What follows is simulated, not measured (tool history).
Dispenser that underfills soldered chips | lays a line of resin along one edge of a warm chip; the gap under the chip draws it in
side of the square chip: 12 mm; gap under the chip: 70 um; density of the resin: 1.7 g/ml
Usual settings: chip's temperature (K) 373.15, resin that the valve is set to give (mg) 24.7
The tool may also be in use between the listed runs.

run	hour	chip's temperature (K)	resin that the valve is set to give (mg)	time until the resin shows at the far edge (s)	resin that the valve gave (mg)
1	0.0	373.15	24.7	26.7	24.08
2	5.1	373.15	24.7	31.4	24.11
# hour 9.9: new syringe of resin
3	12.7	373.15	24.7	27.6	23.98
# hour 20.5: new syringe of resin
4	21.0	373.15	27.6	25.3	26.60
5	26.5	373.15	21.0	32.6	20.25
# hour 31.4: new syringe of resin
6	31.7	374.15	21.0	25.4	20.19
7	39.6	374.15	26.1	31.5	24.81
# hour 42.0: new syringe of resin
# hour 46.4: dispensing valve cleaned and set on the balance
8	47.2	358.15	30.7	44.7	30.63
9	52.4	362.15	28.0	46.0	28.08
# hour 53.7: new syringe of resin
10	59.8	371.15	24.0	32.1	23.73
# hour 64.4: new syringe of resin
11	65.7	360.15	22.8	40.0	22.55
12	69.3	379.15	22.8	24.7	22.45
# hour 75.3: new syringe of resin
13	75.5	367.15	24.6	30.2	24.55
14	81.9	369.15	31.3	33.7	30.74

Forecast each of these 5 alternatives for the next run:
# hour 86.1: new syringe of resin
A	89.6	365.15	25.6	?	?
# hour 86.1: new syringe of resin
B	89.6	372.15	24.7	?	?
# hour 86.1: new syringe of resin
C	89.6	374.15	31.8	?	?
# hour 86.1: new syringe of resin
D	89.6	387.15	22.5	?	?
# hour 86.1: new syringe of resin
E	89.6	381.15	21.1	?	?

run	time until the resin shows at the far edge (s)	resin that the valve gave (mg)
A	35.3	25.17
B	28.8	24.25
C	26.0	31.06
D	19.3	22.16
E	22.6	20.77
Without the tool's hidden state the same runs would have given:
run	time until the resin shows at the far edge (s)	resin that the valve gave (mg)
A	32.8	25.68
B	26.7	24.74
C	24.2	31.68
D	17.9	22.60
E	20.9	21.19

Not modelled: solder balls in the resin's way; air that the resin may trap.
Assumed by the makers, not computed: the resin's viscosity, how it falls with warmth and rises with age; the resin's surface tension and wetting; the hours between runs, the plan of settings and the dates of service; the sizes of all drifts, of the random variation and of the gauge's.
